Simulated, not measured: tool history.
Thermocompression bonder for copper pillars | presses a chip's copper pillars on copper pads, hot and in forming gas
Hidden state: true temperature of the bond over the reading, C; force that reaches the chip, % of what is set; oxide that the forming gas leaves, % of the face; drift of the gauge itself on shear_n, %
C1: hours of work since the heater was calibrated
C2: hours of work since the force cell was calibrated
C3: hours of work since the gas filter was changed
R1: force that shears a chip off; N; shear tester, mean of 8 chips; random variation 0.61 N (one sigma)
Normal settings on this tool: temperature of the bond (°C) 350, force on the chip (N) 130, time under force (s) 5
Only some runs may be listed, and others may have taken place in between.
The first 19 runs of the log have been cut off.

run 20 hour=624.3 | temperature_of_the_bond_(°C)=350 force_on_the_chip_(N)=127 time_under_force_(s)=14 | C1=1119 C2=1689 C3=266 | R1=87.3
run 21 hour=659.8 | temperature_of_the_bond_(°C)=322 force_on_the_chip_(N)=84 time_under_force_(s)=3 | C1=1142 C2=1711 C3=288 | R1=24.5
run 22 hour=712 | temperature_of_the_bond_(°C)=328 force_on_the_chip_(N)=130 time_under_force_(s)=5 | C1=1174 C2=1744 C3=321 | R1=47.3
-- hour=716.6 heater calibrated with a thermocouple chip
run 23 hour=742.1 | temperature_of_the_bond_(°C)=328 force_on_the_chip_(N)=148 time_under_force_(s)=5 | C1=16 C2=1762 C3=339 | R1=50.3
run 24 hour=786 | temperature_of_the_bond_(°C)=350 force_on_the_chip_(N)=130 time_under_force_(s)=4 | C1=44 C2=1789 C3=366 | R1=53.4
run 25 hour=821.5 | temperature_of_the_bond_(°C)=350 force_on_the_chip_(N)=130 time_under_force_(s)=5 | C1=66 C2=1812 C3=389 | R1=58.7
-- hour=855.2 forming gas filter changed
run 26 hour=863.9 | temperature_of_the_bond_(°C)=350 force_on_the_chip_(N)=178 time_under_force_(s)=5 | C1=92 C2=1838 C3=5 | R1=75.6
-- hour=907.7 heater calibrated with a thermocouple chip, once more
run 27 hour=907.7 | temperature_of_the_bond_(°C)=367 force_on_the_chip_(N)=178 time_under_force_(s)=10 | C1=0 C2=1864 C3=32 | R1=113.8
run 28 hour=959.5 | temperature_of_the_bond_(°C)=322 force_on_the_chip_(N)=84 time_under_force_(s)=6 | C1=33 C2=1897 C3=64 | R1=36.8
run 29 hour=986.6 | temperature_of_the_bond_(°C)=322 force_on_the_chip_(N)=84 time_under_force_(s)=6 | C1=50 C2=1914 C3=81 | R1=37.3
run 30 hour=1013.5 | temperature_of_the_bond_(°C)=322 force_on_the_chip_(N)=84 time_under_force_(s)=6 | C1=66 C2=1931 C3=98 | R1=36.4
run 31 hour=1042.6 | temperature_of_the_bond_(°C)=359 force_on_the_chip_(N)=160 time_under_force_(s)=5 | C1=85 C2=1949 C3=116 | R1=84.9
-- hour=1056.9 force cell calibrated
run 32 hour=1073.2 | temperature_of_the_bond_(°C)=357 force_on_the_chip_(N)=160 time_under_force_(s)=5 | C1=103 C2=10 C3=135 | R1=81.5

Consider 3 possible next runs. They are alternatives, not a sequence: every one starts from the tool as it was left by run 32. What does each give?
run A hour=1097.4 | temperature_of_the_bond_(°C)=337 force_on_the_chip_(N)=145 time_under_force_(s)=4 | C1=118 C2=25 C3=150 | R1=?
run B hour=1097.4 | temperature_of_the_bond_(°C)=357 force_on_the_chip_(N)=160 time_under_force_(s)=7 | C1=118 C2=25 C3=150 | R1=?
run C hour=1097.4 | temperature_of_the_bond_(°C)=330 force_on_the_chip_(N)=166 time_under_force_(s)=11 | C1=118 C2=25 C3=150 | R1=?

run=A R1=56.2
run=B R1=89.4
run=C R1=81.2
Without the tool's unlogged condition, the same runs would have read:
run=A R1=57.3
run=B R1=91
run=C R1=82.7
